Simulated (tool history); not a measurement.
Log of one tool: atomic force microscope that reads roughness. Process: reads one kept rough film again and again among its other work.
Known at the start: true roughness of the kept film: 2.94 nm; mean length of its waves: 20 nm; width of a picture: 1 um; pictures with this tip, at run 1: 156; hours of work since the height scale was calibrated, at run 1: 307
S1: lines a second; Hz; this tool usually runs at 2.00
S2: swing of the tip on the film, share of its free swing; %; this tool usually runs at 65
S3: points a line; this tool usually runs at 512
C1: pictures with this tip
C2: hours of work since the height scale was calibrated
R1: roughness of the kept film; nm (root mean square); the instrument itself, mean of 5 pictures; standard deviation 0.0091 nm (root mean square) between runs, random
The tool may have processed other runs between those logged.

Run 1, hour 0.0: usual settings; C1 156; C2 307. Result: R1 2.042 nm (root mean square).
Run 2, hour 20.3: usual settings; C1 178; C2 317. Result: R1 2.056 nm (root mean square).
At hour 30.8: new tip fitted.
Run 3, hour 30.8: usual settings; C1 0; C2 322. Result: R1 2.032 nm (root mean square).
Run 4, hour 46.6: usual settings but S2 62 %; C1 17; C2 331. Result: R1 2.086 nm (root mean square).
Run 5, hour 61.8: usual settings but S2 62 %; C1 34; C2 338. Result: R1 2.087 nm (root mean square).
Run 6, hour 79.6: usual settings but S2 62 %; C1 54; C2 347. Result: R1 2.090 nm (root mean square).
Run 7, hour 90.4: usual settings but S2 62 %; C1 66; C2 353. Result: R1 2.073 nm (root mean square).
Run 8, hour 110.6: usual settings but S2 62 %, S3 621; C1 89; C2 363. Result: R1 2.084 nm (root mean square).
Run 9, hour 120.0: usual settings but S2 62 %, S3 951; C1 99; C2 368. Result: R1 2.102 nm (root mean square).
Run 10, hour 132.3: usual settings but S2 62 %, S3 566; C1 113; C2 375. Result: R1 2.089 nm (root mean square).
Run 11, hour 150.6: usual settings; C1 133; C2 384. Result: R1 2.043 nm (root mean square).
Run 12, hour 166.5: usual settings; C1 151; C2 392. Result: R1 2.039 nm (root mean square).
Run 13, hour 182.0: usual settings; C1 168; C2 400. Result: R1 2.052 nm (root mean square).
Run 14, hour 193.7: usual settings; C1 181; C2 406. Result: R1 2.054 nm (root mean square).
At hour 202.1: new tip fitted.
Run 15, hour 212.0: usual settings; C1 11; C2 415. Result: R1 2.051 nm (root mean square).
Run 16, hour 227.0: usual settings; C1 28; C2 423. Result: R1 2.050 nm (root mean square).
Run 17, hour 236.1: usual settings but S1 0.89 Hz; C1 38; C2 428. Result: R1 2.159 nm (root mean square).
Run 18, hour 254.4: usual settings but S1 0.89 Hz; C1 58; C2 437. Result: R1 2.142 nm (root mean square).
Run 19, hour 264.2: usual settings but S1 0.89 Hz; C1 69; C2 442. Result: R1 2.167 nm (root mean square).
Run 20, hour 281.6: usual settings but S1 0.89 Hz; C1 89; C2 451. Result: R1 2.168 nm (root mean square).
Run 21, hour 297.1: usual settings; C1 106; C2 459. Result: R1 2.058 nm (root mean square).
Run 22, hour 306.8: usual settings but S1 0.67 Hz, S2 59 %, S3 762; C1 117; C2 464. Result: R1 2.215 nm (root mean square).
Run 23, hour 326.1: usual settings but S1 0.67 Hz, S2 59 %, S3 762; C1 138; C2 474. Result: R1 2.214 nm (root mean square).
Run 24, hour 340.3: usual settings but S1 0.63 Hz, S3 910; C1 154; C2 481. Result: R1 2.188 nm (root mean square).
Run 25, hour 355.7: usual settings but S1 0.63 Hz, S3 316; C1 171; C2 489. Result: R1 2.159 nm (root mean square).
At hour 372.7: new tip fitted.
Run 26, hour 373.1: usual settings but S1 0.63 Hz, S3 316; C1 0; C2 498. Result: R1 2.146 nm (root mean square).
Run 27, hour 383.4: usual settings but S1 0.63 Hz, S3 316; C1 12; C2 503. Result: R1 2.152 nm (root mean square).
Run 28, hour 399.4: usual settings but S1 1.43 Hz, S2 58 %, S3 308; C1 29; C2 511. Result: R1 2.125 nm (root mean square).
Run 29, hour 414.0: usual settings but S1 1.27 Hz, S2 73 %, S3 313; C1 46; C2 519. Result: R1 2.024 nm (root mean square).
Run 30, hour 431.7: usual settings but S1 1.27 Hz, S2 73 %, S3 313; C1 66; C2 528. Result: R1 2.017 nm (root mean square).
Run 31, hour 443.2: usual settings but S1 0.90 Hz, S2 87 %, S3 333; C1 78; C2 534. Result: R1 1.940 nm (root mean square).
Run 32, hour 463.2: usual settings but S1 1.82 Hz, S2 87 %, S3 772; C1 101; C2 544. Result: R1 1.754 nm (root mean square).
Run 33, hour 478.7: usual settings but S1 1.96 Hz, S2 74 %, S3 971; C1 118; C2 552. Result: R1 1.948 nm (root mean square).
Run 34, hour 491.3: usual settings but S2 61 %, S3 922; C1 132; C2 558. Result: R1 2.122 nm (root mean square).
Run 35, hour 508.0: usual settings but S1 0.55 Hz, S2 71 %, S3 945; C1 151; C2 567. Result: R1 2.191 nm (root mean square).
Run 36, hour 526.9: usual settings but S1 0.55 Hz, S2 71 %, S3 945; C1 172; C2 577. Result: R1 2.187 nm (root mean square).
Run 37, hour 536.6: usual settings but S1 2.65 Hz, S2 71 %, S3 760; C1 183; C2 582. Result: R1 1.894 nm (root mean square).
At hour 543.5: new tip fitted.
Run 38, hour 548.8: usual settings but S1 1.05 Hz, S2 57 %, S3 299; C1 6; C2 588. Result: R1 2.135 nm (root mean square).
Run 39, hour 565.5: usual settings but S2 70 %; C1 24; C2 596. Result: R1 1.990 nm (root mean square).
Run 40, hour 576.1: usual settings but S2 70 %; C1 36; C2 602. Result: R1 1.986 nm (root mean square).
Run 41, hour 592.6: usual settings but S1 0.88 Hz, S2 60 %, S3 626; C1 54; C2 610. Result: R1 2.192 nm (root mean square).
Run 42, hour 601.3: usual settings but S1 0.88 Hz, S2 60 %, S3 626; C1 64; C2 615. Result: R1 2.181 nm (root mean square).

Forecast each of these 4 alternatives for the next run:
Run A, hour 616.1: usual settings but S1 0.88 Hz, S2 84 %, S3 495; C1 81; C2 622. Result: R1 ?.
Run B, hour 616.1: usual settings but S1 1.73 Hz, S3 302; C1 81; C2 622. Result: R1 ?.
Run C, hour 616.1: usual settings but S1 0.88 Hz, S2 60 %, S3 391; C1 81; C2 622. Result: R1 ?.
Run D, hour 616.1: usual settings but S1 2.81 Hz, S3 485; C1 81; C2 622. Result: R1 ?.

run     R1
  A  2.009
  B  2.039
  C  2.165
  D  1.973
Without the tool's hidden state the same runs would have given:
run     R1
  A  2.011
  B  2.040
  C  2.167
  D  1.975
